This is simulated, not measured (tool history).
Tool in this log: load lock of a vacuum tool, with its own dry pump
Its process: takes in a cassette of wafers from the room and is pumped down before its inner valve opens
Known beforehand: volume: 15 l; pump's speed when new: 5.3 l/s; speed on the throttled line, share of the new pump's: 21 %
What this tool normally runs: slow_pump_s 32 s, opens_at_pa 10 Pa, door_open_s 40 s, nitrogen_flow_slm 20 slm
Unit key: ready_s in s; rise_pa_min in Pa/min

run     day  slow_pump_s  opens_at_pa  door_open_s  nitrogen_flow_slm  incoming humidity of the room's air, %  ready_s  rise_pa_min
  1       0           32           10           40                 20                                    45.9     54.4        0.037
  2   3.721           32           10           40                 20                                    43.9     54.2        0.035
  3   7.992           32           10          138                 20                                    44.2     54.3        0.045
  4  12.588           32           10           40                 20                                    43.4     54.6        0.036
  5  16.267           32           10           40                 20                                    47.4     54.5        0.039
  6  20.204           32           10           28                 20                                    42.5     54.5        0.036
  7  26.125           32           10           28                 20                                    42.4     54.7        0.027
  8  33.088           32           10           28                 20                                    43.7     54.4        0.032
  9  36.329           32           10           28                 20                                    43.1     54.6        0.034
 10  41.371           32           10           28                 20                                    48.5     54.8        0.036
 11  46.842           32           11           40                 20                                    43.8     54.4        0.035
 12  50.917           32           10           61                 20                                    47.3       55        0.042
 13  54.021           32           10           61                 20                                    42.8     54.8        0.047
 14  60.317           45           10           40                 20                                    48.1     64.8        0.043
 15  66.633           32           10          169                 20                                    45.5     54.9        0.058
 16  71.062           32           10          169                 20                                      43     54.9        0.057
 17  73.979           32           10          169                 20                                    44.6     54.9        0.054
 18  79.758           32           10           40                 20                                    42.5       55        0.043

Expected results for the next run?
     81.412  -- dry pump taken out, an overhauled one fitted
 19  85.371           23            9          134                  9                                    43.3        ?            ?

Logged for run 19: ready_s 45.4 s, rise_pa_min 0.066 Pa/min.
Minus the tool's unlogged condition, the same run would have read ready_s 45.3 s, rise_pa_min 0.056 Pa/min.
